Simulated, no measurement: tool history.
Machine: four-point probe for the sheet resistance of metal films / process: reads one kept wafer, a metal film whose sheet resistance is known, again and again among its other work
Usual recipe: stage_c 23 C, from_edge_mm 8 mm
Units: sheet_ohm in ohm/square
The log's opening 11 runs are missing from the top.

{"run": 12, "hour": 195.6, "stage_c": 23, "from_edge_mm": 8, "sheet_ohm": 25.163131}
{"run": 13, "hour": 205.9, "stage_c": 23, "from_edge_mm": 8, "sheet_ohm": 25.164168}
{"run": 14, "hour": 224.4, "stage_c": 23, "from_edge_mm": 8, "sheet_ohm": 25.157061}
{"run": 15, "hour": 246.8, "stage_c": 33, "from_edge_mm": 8, "sheet_ohm": 25.242914}
{"run": 16, "hour": 266.6, "stage_c": 23, "from_edge_mm": 8, "sheet_ohm": 25.151829}
{"run": 17, "hour": 278.0, "stage_c": 23, "from_edge_mm": 8, "sheet_ohm": 25.158178}
{"run": 18, "hour": 290.7, "stage_c": 23, "from_edge_mm": 8, "sheet_ohm": 25.161044}
{"run": 19, "hour": 302.1, "stage_c": 23, "from_edge_mm": 8, "sheet_ohm": 25.156132}
{"run": 20, "hour": 322.0, "stage_c": 19, "from_edge_mm": 21, "sheet_ohm": 24.846157}

Estimate the outcome of run 21 from the log above:
{"run": 21, "hour": 337.6, "stage_c": 35, "from_edge_mm": 17, "sheet_ohm": "?"}

sheet_ohm: 24.994431 ohm/square
Were there no unlogged condition in the tool, this run, its random variation unchanged, would have produced sheet_ohm 24.995531 ohm/square.

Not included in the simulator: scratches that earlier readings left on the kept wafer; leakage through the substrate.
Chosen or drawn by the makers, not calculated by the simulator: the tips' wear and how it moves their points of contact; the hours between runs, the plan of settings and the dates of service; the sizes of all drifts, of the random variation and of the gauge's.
